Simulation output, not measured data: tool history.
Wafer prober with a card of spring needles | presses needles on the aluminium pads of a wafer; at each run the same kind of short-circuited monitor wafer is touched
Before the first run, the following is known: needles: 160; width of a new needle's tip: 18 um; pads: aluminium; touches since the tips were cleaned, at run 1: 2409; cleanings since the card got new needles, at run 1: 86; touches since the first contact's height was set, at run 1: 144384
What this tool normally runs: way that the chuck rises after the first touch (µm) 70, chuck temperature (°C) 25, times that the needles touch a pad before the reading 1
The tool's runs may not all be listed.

run	day	way that the chuck rises after the first touch (µm)	chuck temperature (°C)	times that the needles touch a pad before the reading	touches since the tips were cleaned	cleanings since the card got new needles	touches since the first contact's height was set	resistance of one needle with its contact and lead (mohm)	way that a needle slides on the pad (µm)
1	0.000	70	25	1	2409	86	144384	129	19.39
# day 0.150: tips cleaned on abrasive film
# day 0.521: tips cleaned on abrasive film
# day 0.929: tips cleaned on abrasive film
2	1.038	70	25	2	1216	89	155585	127	19.38
# day 1.304: tips cleaned on abrasive film
3	1.604	70	25	1	3269	90	161715	128	19.15
# day 1.688: tips cleaned on abrasive film
# day 2.083: tips cleaned on abrasive film
4	2.221	70	25	1	1494	92	168349	128	19.49
# day 2.479: tips cleaned on abrasive film
# day 2.854: tips cleaned on abrasive film
5	3.021	70	25	1	1796	94	176948	129	19.52
# day 3.242: tips cleaned on abrasive film
# day 3.596: tips cleaned on abrasive film
6	3.596	70	25	1	0	96	183162	128	19.41
# day 3.958: tips cleaned on abrasive film
# day 4.333: tips cleaned on abrasive film
# day 4.704: tips cleaned on abrasive film
7	4.767	70	46	1	656	99	195771	128	19.36
# day 5.088: tips cleaned on abrasive film
# day 5.458: tips cleaned on abrasive film
8	5.583	70	46	1	1390	101	204623	131	19.39
# day 5.808: tips cleaned on abrasive film
# day 6.154: tips cleaned on abrasive film
# day 6.329: height of the first contact set anew
9	6.442	70	46	1	2987	103	1223	135	19.55
# day 6.525: tips cleaned on abrasive film
# day 6.933: tips cleaned on abrasive film
10	7.246	70	46	1	3442	105	9941	133	19.68
# day 7.317: tips cleaned on abrasive film
# day 7.667: tips cleaned on abrasive film
# day 8.008: tips cleaned on abrasive film
11	8.283	70	25	1	2989	108	21108	129	19.29
# day 8.371: tips cleaned on abrasive film
# day 8.742: tips cleaned on abrasive film
# day 9.088: tips cleaned on abrasive film
12	9.375	70	25	1	3152	111	32883	130	19.59
# day 9.462: tips cleaned on abrasive film
# day 9.846: tips cleaned on abrasive film
13	10.100	70	25	1	2763	113	40698	127	19.43
# day 10.233: tips cleaned on abrasive film
# day 10.638: tips cleaned on abrasive film
14	10.833	83	25	1	2147	115	48615	126	22.94
# day 10.983: tips cleaned on abrasive film
# day 11.375: tips cleaned on abrasive film
# day 11.733: tips cleaned on abrasive film
15	11.733	83	25	1	0	118	58285	123	22.94
# day 12.104: tips cleaned on abrasive film
# day 12.492: tips cleaned on abrasive film
16	12.617	73	110	1	1361	120	67834	139	20.28
# day 12.846: tips cleaned on abrasive film
# day 13.238: tips cleaned on abrasive film
17	13.450	73	60	1	2329	122	76827	134	20.19
# day 13.617: tips cleaned on abrasive film
# day 14.012: tips cleaned on abrasive film
18	14.279	73	60	2	2904	124	85787	134	20.05
# day 14.396: tips cleaned on abrasive film
# day 14.742: tips cleaned on abrasive film
# day 15.112: tips cleaned on abrasive film
19	15.367	73	60	2	2764	127	97512	134	20.20
# day 15.454: tips cleaned on abrasive film
# day 15.821: tips cleaned on abrasive film
# day 16.200: tips cleaned on abrasive film
20	16.504	86	81	2	3290	130	109759	134	23.79
# day 16.554: tips cleaned on abrasive film
# day 16.904: tips cleaned on abrasive film
# day 17.242: tips cleaned on abrasive film
21	17.317	76	81	2	790	133	118478	136	21.04
# day 17.642: tips cleaned on abrasive film
22	17.892	76	81	2	2732	134	124732	136	21.07
# day 17.979: tips cleaned on abrasive film
# day 18.333: tips cleaned on abrasive film
# day 18.692: tips cleaned on abrasive film
23	18.912	76	81	2	2390	137	135700	135	20.96
# day 19.046: tips cleaned on abrasive film
# day 19.412: tips cleaned on abrasive film
24	19.729	76	81	2	3454	139	144524	136	20.82
# day 19.808: tips cleaned on abrasive film
# day 20.162: tips cleaned on abrasive film
# day 20.546: tips cleaned on abrasive film
25	20.825	83	58	1	3058	142	156348	129	22.91
# day 20.908: tips cleaned on abrasive film
# day 21.275: tips cleaned on abrasive film
# day 21.646: tips cleaned on abrasive film
26	21.850	67	32	2	2221	145	167396	130	18.23
# day 21.988: tips cleaned on abrasive film
# day 22.371: tips cleaned on abrasive film
# day 22.750: tips cleaned on abrasive film
27	22.875	70	30	2	1361	148	178433	129	19.29
# day 23.112: tips cleaned on abrasive film
# day 23.512: tips cleaned on abrasive film
28	23.562	51	30	3	571	150	185858	135	14.21
# day 23.850: tips cleaned on abrasive film
# day 24.254: tips cleaned on abrasive film
29	24.479	51	30	3	2436	152	195733	136	14.14

What if the next run were any one of these 4? Each begins from the tool's condition after run 29:
# day 24.608: tips cleaned on abrasive film
# day 24.967: tips cleaned on abrasive film
# day 25.342: tips cleaned on abrasive film
A	25.408	64	83	2	736	155	205745	?	?
# day 24.608: tips cleaned on abrasive film
# day 24.967: tips cleaned on abrasive film
# day 25.342: tips cleaned on abrasive film
B	25.408	70	72	2	736	155	205745	?	?
# day 24.608: tips cleaned on abrasive film
# day 24.967: tips cleaned on abrasive film
# day 25.342: tips cleaned on abrasive film
C	25.408	60	33	3	736	155	205745	?	?
# day 24.608: tips cleaned on abrasive film
# day 24.967: tips cleaned on abrasive film
# day 25.342: tips cleaned on abrasive film
D	25.408	60	46	3	736	155	205745	?	?

run	resistance of one needle with its contact and lead (mohm)	way that a needle slides on the pad (µm)
A	141	17.80
B	134	19.54
C	132	16.47
D	133	16.42
Stripped of hidden state, with their random variation kept, the same runs would have yielded:
run	resistance of one needle with its contact and lead (mohm)	way that a needle slides on the pad (µm)
A	141	17.80
B	134	19.55
C	131	16.47
D	133	16.43
